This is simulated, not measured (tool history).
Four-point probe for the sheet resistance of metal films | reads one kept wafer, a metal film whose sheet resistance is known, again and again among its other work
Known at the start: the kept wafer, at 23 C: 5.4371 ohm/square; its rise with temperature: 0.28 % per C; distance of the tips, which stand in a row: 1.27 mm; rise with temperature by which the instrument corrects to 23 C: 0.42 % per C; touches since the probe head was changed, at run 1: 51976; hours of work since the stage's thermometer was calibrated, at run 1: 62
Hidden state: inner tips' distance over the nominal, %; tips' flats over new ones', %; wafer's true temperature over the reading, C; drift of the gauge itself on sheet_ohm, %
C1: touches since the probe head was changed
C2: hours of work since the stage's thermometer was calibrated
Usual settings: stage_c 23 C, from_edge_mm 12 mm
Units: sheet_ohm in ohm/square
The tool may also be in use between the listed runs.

{"run": 1, "hour": 0.0, "stage_c": 23, "from_edge_mm": 12, "C1": 51976, "C2": 62, "sheet_ohm": 5.49962}
{"run": 2, "hour": 83.6, "stage_c": 23, "from_edge_mm": 50, "C1": 55015, "C2": 114, "sheet_ohm": 5.472473}
{"run": 3, "hour": 150.4, "stage_c": 23, "from_edge_mm": 50, "C1": 57446, "C2": 156, "sheet_ohm": 5.473404}
{"run": 4, "hour": 233.7, "stage_c": 23, "from_edge_mm": 12, "C1": 60476, "C2": 209, "sheet_ohm": 5.504947}
{"run": 5, "hour": 303.4, "stage_c": 23, "from_edge_mm": 14, "C1": 63012, "C2": 253, "sheet_ohm": 5.498763}
{"hour": 367.8, "done": "new probe head fitted"}
{"run": 6, "hour": 367.8, "stage_c": 23, "from_edge_mm": 14, "C1": 0, "C2": 292, "sheet_ohm": 5.420966}
{"run": 7, "hour": 441.9, "stage_c": 35, "from_edge_mm": 12, "C1": 2695, "C2": 339, "sheet_ohm": 5.3473}
{"run": 8, "hour": 531.2, "stage_c": 24, "from_edge_mm": 12, "C1": 5943, "C2": 395, "sheet_ohm": 5.429356}
{"run": 9, "hour": 582.6, "stage_c": 24, "from_edge_mm": 12, "C1": 7813, "C2": 428, "sheet_ohm": 5.428346}
{"run": 10, "hour": 640.5, "stage_c": 24, "from_edge_mm": 12, "C1": 9920, "C2": 464, "sheet_ohm": 5.430657}
{"run": 11, "hour": 721.4, "stage_c": 24, "from_edge_mm": 12, "C1": 12863, "C2": 515, "sheet_ohm": 5.432277}
{"run": 12, "hour": 801.3, "stage_c": 24, "from_edge_mm": 12, "C1": 15769, "C2": 565, "sheet_ohm": 5.431214}
{"run": 13, "hour": 891.9, "stage_c": 24, "from_edge_mm": 12, "C1": 19063, "C2": 622, "sheet_ohm": 5.4344}
{"run": 14, "hour": 959.8, "stage_c": 23, "from_edge_mm": 5, "C1": 21532, "C2": 665, "sheet_ohm": 5.593898}
{"run": 15, "hour": 999.3, "stage_c": 32, "from_edge_mm": 12, "C1": 22967, "C2": 690, "sheet_ohm": 5.378405}
{"run": 16, "hour": 1073.6, "stage_c": 29, "from_edge_mm": 12, "C1": 25673, "C2": 736, "sheet_ohm": 5.403963}
{"run": 17, "hour": 1127.3, "stage_c": 29, "from_edge_mm": 12, "C1": 27623, "C2": 770, "sheet_ohm": 5.403343}
{"run": 18, "hour": 1216.2, "stage_c": 29, "from_edge_mm": 12, "C1": 30857, "C2": 826, "sheet_ohm": 5.405181}
{"run": 19, "hour": 1283.7, "stage_c": 23, "from_edge_mm": 12, "C1": 33311, "C2": 868, "sheet_ohm": 5.450556}
{"run": 20, "hour": 1329.8, "stage_c": 23, "from_edge_mm": 12, "C1": 34990, "C2": 897, "sheet_ohm": 5.449748}
{"run": 21, "hour": 1414.5, "stage_c": 23, "from_edge_mm": 12, "C1": 38070, "C2": 951, "sheet_ohm": 5.45324}
{"run": 22, "hour": 1469.1, "stage_c": 23, "from_edge_mm": 12, "C1": 40057, "C2": 985, "sheet_ohm": 5.453286}
{"run": 23, "hour": 1542.8, "stage_c": 23, "from_edge_mm": 12, "C1": 42737, "C2": 1031, "sheet_ohm": 5.45614}
{"run": 24, "hour": 1630.8, "stage_c": 23, "from_edge_mm": 12, "C1": 45936, "C2": 1087, "sheet_ohm": 5.455733}
{"run": 25, "hour": 1712.1, "stage_c": 19, "from_edge_mm": 34, "C1": 48893, "C2": 1138, "sheet_ohm": 5.460765}
{"run": 26, "hour": 1762.2, "stage_c": 26, "from_edge_mm": 21, "C1": 50717, "C2": 1169, "sheet_ohm": 5.414422}
{"run": 27, "hour": 1824.4, "stage_c": 28, "from_edge_mm": 9, "C1": 52976, "C2": 1208, "sheet_ohm": 5.448259}
{"run": 28, "hour": 1871.2, "stage_c": 27, "from_edge_mm": 9, "C1": 54680, "C2": 1238, "sheet_ohm": 5.454324}
{"run": 29, "hour": 1947.2, "stage_c": 23, "from_edge_mm": 4, "C1": 57445, "C2": 1286, "sheet_ohm": 5.708437}
{"run": 30, "hour": 2025.9, "stage_c": 23, "from_edge_mm": 60, "C1": 60308, "C2": 1335, "sheet_ohm": 5.432536}
{"run": 31, "hour": 2088.7, "stage_c": 26, "from_edge_mm": 6, "C1": 62590, "C2": 1375, "sheet_ohm": 5.537404}
{"hour": 2163.6, "done": "new probe head fitted"}
{"run": 32, "hour": 2174.7, "stage_c": 26, "from_edge_mm": 6, "C1": 401, "C2": 1428, "sheet_ohm": 5.555111}
{"run": 33, "hour": 2253.9, "stage_c": 26, "from_edge_mm": 6, "C1": 3284, "C2": 1478, "sheet_ohm": 5.557565}
{"run": 34, "hour": 2324.7, "stage_c": 26, "from_edge_mm": 6, "C1": 5859, "C2": 1522, "sheet_ohm": 5.557137}
{"run": 35, "hour": 2372.9, "stage_c": 26, "from_edge_mm": 70, "C1": 7610, "C2": 1553, "sheet_ohm": 5.431756}
{"run": 36, "hour": 2458.1, "stage_c": 22, "from_edge_mm": 5, "C1": 10711, "C2": 1606, "sheet_ohm": 5.646935}
{"run": 37, "hour": 2545.4, "stage_c": 27, "from_edge_mm": 4, "C1": 13886, "C2": 1661, "sheet_ohm": 5.707346}
{"run": 38, "hour": 2582.5, "stage_c": 21, "from_edge_mm": 4, "C1": 15236, "C2": 1684, "sheet_ohm": 5.754326}
{"run": 39, "hour": 2641.2, "stage_c": 21, "from_edge_mm": 4, "C1": 17369, "C2": 1721, "sheet_ohm": 5.75553}
{"run": 40, "hour": 2678.6, "stage_c": 23, "from_edge_mm": 36, "C1": 18728, "C2": 1745, "sheet_ohm": 5.463432}
{"run": 41, "hour": 2723.1, "stage_c": 23, "from_edge_mm": 36, "C1": 20349, "C2": 1773, "sheet_ohm": 5.462788}
{"run": 42, "hour": 2782.6, "stage_c": 19, "from_edge_mm": 9, "C1": 22513, "C2": 1810, "sheet_ohm": 5.550977}
{"run": 43, "hour": 2824.7, "stage_c": 26, "from_edge_mm": 38, "C1": 24045, "C2": 1837, "sheet_ohm": 5.445}
{"run": 44, "hour": 2872.0, "stage_c": 24, "from_edge_mm": 40, "C1": 25763, "C2": 1866, "sheet_ohm": 5.457427}
{"run": 45, "hour": 2938.0, "stage_c": 21, "from_edge_mm": 4, "C1": 28163, "C2": 1908, "sheet_ohm": 5.759767}

Hidden state or all else? Some run-to-run changes of sheet_ohm, split into what the settings, what came in and random variation would give without the hidden state, and what is left for the hidden state (with any gauge scatter that isn't in both results):
Run 5 -> 6: new probe head fitted. sheet_ohm -0.077797 ohm/square: hidden state -0.074134, all else -0.003663.
Run 29 -> 30: from_edge_mm 4 -> 60. sheet_ohm -0.275901 ohm/square: hidden state +0.001672, all else -0.277573.
Run 31 -> 32: new probe head fitted. sheet_ohm +0.017707 ohm/square: hidden state +0.017316, all else +0.000391.
Run 39 -> 40: stage_c 21 -> 23, from_edge_mm 4 -> 36. sheet_ohm -0.292098 ohm/square: hidden state -0.000467, all else -0.291631.
Run 44 -> 45: stage_c 24 -> 21, from_edge_mm 40 -> 4. sheet_ohm +0.302340 ohm/square: hidden state +0.002813, all else +0.299527.
